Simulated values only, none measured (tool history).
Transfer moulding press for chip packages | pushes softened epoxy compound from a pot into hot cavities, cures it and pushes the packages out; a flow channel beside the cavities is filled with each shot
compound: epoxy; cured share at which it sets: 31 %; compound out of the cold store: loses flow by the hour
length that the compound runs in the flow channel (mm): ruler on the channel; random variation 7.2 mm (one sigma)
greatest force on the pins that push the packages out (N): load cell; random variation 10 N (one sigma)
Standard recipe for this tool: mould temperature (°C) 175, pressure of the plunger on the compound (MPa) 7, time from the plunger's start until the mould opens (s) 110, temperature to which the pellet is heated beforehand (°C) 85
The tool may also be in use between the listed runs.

| run | hour | mould temperature (°C) | pressure of the plunger on the compound (MPa) | time from the plunger's start until the mould opens (s) | temperature to which the pellet is heated beforehand (°C) | incoming compound's hours out of the cold store | length that the compound runs in the flow channel (mm) | greatest force on the pins that push the packages out (N) |
|---|---|---|---|---|---|---|---|---|
| 1 | 0 | 175 | 7 | 110 | 85 | 17 | 888 | 675 |
| 2 | 43.3 | 175 | 7 | 110 | 85 | 47.5 | 762 | 893 |
|  | 66.5 | cavities cleaned with cleaning compound and waxed |
| 3 | 89.4 | 175 | 7 | 96 | 85 | 11.3 | 894 | 826 |
| 4 | 117.8 | 175 | 7 | 128 | 85 | 20 | 867 | 779 |
|  | 150.6 | cavities cleaned with cleaning compound and waxed |
| 5 | 161.9 | 175 | 7 | 128 | 85 | 16.5 | 869 | 557 |
| 6 | 189.3 | 175 | 7.08 | 110 | 85 | 10.4 | 897 | 821 |
|  | 219.7 | plunger's sealing rings changed |
| 7 | 232 | 175 | 7.08 | 110 | 85 | 11.8 | 932 | 958 |
|  | 237 | cavities cleaned with cleaning compound and waxed |
| 8 | 254.4 | 175 | 7.08 | 110 | 85 | 12.8 | 903 | 651 |
| 9 | 297.9 | 175 | 5.47 | 110 | 85 | 47 | 689 | 896 |
|  | 321.8 | cavities cleaned with cleaning compound and waxed |
| 10 | 325.4 | 175 | 5.47 | 110 | 85 | 41.4 | 694 | 520 |
| 11 | 345.9 | 175 | 7 | 110 | 85 | 25.6 | 846 | 709 |
| 12 | 371 | 175 | 7 | 110 | 85 | 18.5 | 860 | 845 |
|  | 380.8 | mould's thermocouples calibrated |
| 13 | 393.5 | 175 | 7 | 110 | 85 | 20.7 | 863 | 970 |
|  | 409.1 | cavities cleaned with cleaning compound and waxed |
| 14 | 422.7 | 175 | 7 | 110 | 85 | 13.4 | 884 | 641 |
| 15 | 450.4 | 175 | 6.53 | 109 | 85 | 26.9 | 791 | 855 |
| 16 | 469 | 171 | 7.75 | 127 | 91 | 25.2 | 887 | 929 |
|  | 493.8 | cavities cleaned with cleaning compound and waxed |
|  | 505.8 | plunger's sealing rings changed |
| 17 | 509.6 | 177 | 7 | 106 | 85 | 9.5 | 927 | 604 |
| 18 | 541.6 | 177 | 7 | 106 | 85 | 10.6 | 923 | 830 |
|  | 581.3 | cavities cleaned with cleaning compound and waxed |
| 19 | 586 | 173 | 7 | 100 | 85 | 21.5 | 879 | 736 |
| 20 | 615.1 | 175 | 6.02 | 115 | 86 | 43.2 | 723 | 753 |
| 21 | 659.4 | 175 | 6.02 | 115 | 86 | 17.1 | 818 | 956 |
|  | 664.9 | cavities cleaned with cleaning compound and waxed |
| 22 | 699.6 | 175 | 7 | 110 | 78 | 32.4 | 808 | 760 |

Run 23 comes next. What will it give?
| 23 | 734.4 | 175 | 7 | 110 | 78 | 41.9 | ? | ? |

length that the compound runs in the flow channel (mm): 761
greatest force on the pins that push the packages out (N): 927
Take away the tool's hidden state, keep the run-to-run variation as it was, and the same run would have given length that the compound runs in the flow channel (mm) 794, greatest force on the pins that push the packages out (N) 483.

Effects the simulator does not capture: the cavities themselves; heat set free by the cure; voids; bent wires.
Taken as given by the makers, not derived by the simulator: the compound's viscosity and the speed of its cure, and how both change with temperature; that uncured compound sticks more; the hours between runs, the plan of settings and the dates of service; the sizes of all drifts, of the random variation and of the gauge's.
